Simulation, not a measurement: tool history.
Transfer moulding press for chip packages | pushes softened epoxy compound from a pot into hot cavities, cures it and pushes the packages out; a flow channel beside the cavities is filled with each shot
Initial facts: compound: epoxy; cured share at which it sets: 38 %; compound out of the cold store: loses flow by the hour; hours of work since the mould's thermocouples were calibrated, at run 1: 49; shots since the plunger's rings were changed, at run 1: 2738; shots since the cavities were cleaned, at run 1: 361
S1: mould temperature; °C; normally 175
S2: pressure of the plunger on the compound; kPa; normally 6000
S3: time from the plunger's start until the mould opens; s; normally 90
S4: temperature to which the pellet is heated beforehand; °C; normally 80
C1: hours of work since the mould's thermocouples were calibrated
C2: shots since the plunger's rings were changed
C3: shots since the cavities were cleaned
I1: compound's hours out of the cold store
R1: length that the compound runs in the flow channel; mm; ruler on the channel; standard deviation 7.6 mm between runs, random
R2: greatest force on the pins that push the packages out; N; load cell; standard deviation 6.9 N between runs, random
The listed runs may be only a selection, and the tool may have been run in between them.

run,hour,S1,S2,S3,S4,C1,C2,C3,I1,R1,R2
1,0.0,175,6000,90,80,49,2738,361,40.2,832,433
# hour 7.5: cavities cleaned with cleaning compound and waxed
2,8.7,175,6000,90,80,52,2798,10,20.7,946,283
3,14.7,175,6000,90,80,54,2848,60,41.9,831,308
4,22.7,175,6000,90,80,58,2913,125,24.7,899,340
5,31.3,175,7220,90,80,61,2985,197,31.9,965,369
6,35.9,175,6000,90,80,63,3023,235,11.3,995,378
7,42.0,175,6000,90,80,66,3073,285,34.5,862,405
8,49.2,175,6000,90,80,69,3132,344,27.3,888,427
9,54.2,175,6000,90,80,71,3174,386,43.5,805,412
# hour 59.3: cavities cleaned with cleaning compound and waxed
10,61.1,175,6000,90,80,73,3219,15,36.6,848,282
11,68.4,175,6000,90,80,77,3279,75,12.2,974,317
12,77.7,175,6000,90,80,80,3356,152,17.5,947,336
13,81.7,175,6000,90,80,82,3389,185,31.0,861,349
14,90.7,177,6000,90,80,86,3463,259,19.2,932,372

Run 15 is up next; what results do you expect?
15,97.7,168,6000,105,80,89,3521,317,44.2,?,?

{"run 15": {"R1": 819, "R2": 419}}
On a tool with no hidden condition, and with the same random variation, this run would have come out at R1 866 mm, R2 291 N.

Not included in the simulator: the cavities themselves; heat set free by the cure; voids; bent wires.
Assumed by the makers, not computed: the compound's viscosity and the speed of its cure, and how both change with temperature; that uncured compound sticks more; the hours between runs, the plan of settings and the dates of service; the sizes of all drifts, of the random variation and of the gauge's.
